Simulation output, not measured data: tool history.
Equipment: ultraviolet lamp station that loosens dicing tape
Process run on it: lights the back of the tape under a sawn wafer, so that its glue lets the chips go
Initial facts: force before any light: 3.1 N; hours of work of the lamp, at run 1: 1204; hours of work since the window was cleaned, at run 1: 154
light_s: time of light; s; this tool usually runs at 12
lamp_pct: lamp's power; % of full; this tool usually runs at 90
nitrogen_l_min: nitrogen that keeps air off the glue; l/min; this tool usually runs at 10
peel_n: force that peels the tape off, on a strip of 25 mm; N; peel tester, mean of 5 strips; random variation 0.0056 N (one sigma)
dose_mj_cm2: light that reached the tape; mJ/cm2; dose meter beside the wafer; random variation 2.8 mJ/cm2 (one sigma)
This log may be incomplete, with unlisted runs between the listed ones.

| run | hour | light_s | lamp_pct | nitrogen_l_min | hours of work of the lamp | hours of work since the window was cleaned | peel_n | dose_mj_cm2 |
|---|---|---|---|---|---|---|---|---|
| 1 | 0.0 | 12 | 90 | 10 | 1204 | 154 | 0.239 | 291 |
| 2 | 34.6 | 12 | 90 | 10 | 1230 | 180 | 0.248 | 284 |
| 3 | 66.3 | 12 | 90 | 10 | 1253 | 203 | 0.244 | 278 |
| 4 | 90.2 | 12 | 90 | 10 | 1271 | 221 | 0.249 | 273 |
| 5 | 128.7 | 12 | 90 | 10 | 1300 | 250 | 0.265 | 274 |
| 6 | 179.4 | 12 | 90 | 10 | 1337 | 287 | 0.274 | 260 |
| 7 | 229.5 | 12 | 90 | 10 | 1375 | 325 | 0.279 | 263 |
| 8 | 274.1 | 12 | 90 | 10 | 1408 | 358 | 0.302 | 255 |
|  | 285.7 | window cleaned of glue's vapour |
| 9 | 319.1 | 12 | 90 | 10 | 1441 | 25 | 0.248 | 297 |
| 10 | 350.8 | 12 | 90 | 4 | 1465 | 49 | 0.455 | 289 |
| 11 | 401.1 | 12 | 90 | 4 | 1502 | 86 | 0.494 | 286 |
| 12 | 448.7 | 12 | 90 | 4 | 1538 | 121 | 0.501 | 275 |
| 13 | 479.8 | 12 | 90 | 4 | 1561 | 145 | 0.511 | 272 |
| 14 | 520.6 | 12 | 90 | 4 | 1591 | 175 | 0.524 | 265 |
|  | 524.6 | lamp changed |
| 15 | 544.6 | 12 | 90 | 4 | 15 | 192 | 0.318 | 350 |
| 16 | 567.1 | 23 | 74 | 4 | 32 | 209 | 0.129 | 557 |
| 17 | 599.3 | 15 | 81 | 4 | 56 | 233 | 0.266 | 385 |
| 18 | 639.5 | 12 | 67 | 10 | 86 | 263 | 0.309 | 251 |
| 19 | 664.8 | 14 | 74 | 18 | 104 | 282 | 0.138 | 324 |
| 20 | 712.1 | 10 | 90 | 18 | 140 | 317 | 0.179 | 276 |
| 21 | 740.1 | 8 | 90 | 4 | 160 | 338 | 0.772 | 215 |
|  | 777.7 | window cleaned of glue's vapour |
| 22 | 783.1 | 17 | 72 | 10 | 192 | 4 | 0.117 | 423 |
| 23 | 812.6 | 12 | 90 | 3 | 214 | 26 | 0.383 | 365 |
| 24 | 857.8 | 12 | 99 | 17 | 248 | 60 | 0.101 | 396 |
| 25 | 908.2 | 11 | 83 | 4 | 285 | 97 | 0.441 | 300 |
| 26 | 940.1 | 23 | 91 | 6 | 309 | 121 | 0.082 | 675 |
| 27 | 993.7 | 23 | 64 | 5 | 349 | 161 | 0.154 | 462 |
| 28 | 1024.9 | 23 | 64 | 5 | 372 | 184 | 0.146 | 461 |
| 29 | 1051.6 | 10 | 87 | 4 | 392 | 204 | 0.544 | 271 |
| 30 | 1100.9 | 7 | 63 | 12 | 429 | 241 | 0.834 | 129 |

5 options for the next run, each taken on its own from the tool as it stands now. Forecast them:
| A | 1131.5 | 7 | 63 | 14 | 452 | 264 | ? | ? |
| B | 1131.5 | 12 | 90 | 5 | 452 | 264 | ? | ? |
| C | 1131.5 | 13 | 90 | 10 | 452 | 264 | ? | ? |
| D | 1131.5 | 18 | 72 | 7 | 452 | 264 | ? | ? |
| E | 1131.5 | 7 | 73 | 16 | 452 | 264 | ? | ? |

| run | peel_n | dose_mj_cm2 |
|---|---|---|
| A | 0.781 | 128 |
| B | 0.330 | 319 |
| C | 0.159 | 350 |
| D | 0.183 | 381 |
| E | 0.605 | 151 |
Without the tool's hidden state the same runs would have given:
| run | peel_n | dose_mj_cm2 |
|---|---|---|
| A | 0.582 | 157 |
| B | 0.219 | 389 |
| C | 0.111 | 427 |
| D | 0.127 | 466 |
| E | 0.432 | 184 |

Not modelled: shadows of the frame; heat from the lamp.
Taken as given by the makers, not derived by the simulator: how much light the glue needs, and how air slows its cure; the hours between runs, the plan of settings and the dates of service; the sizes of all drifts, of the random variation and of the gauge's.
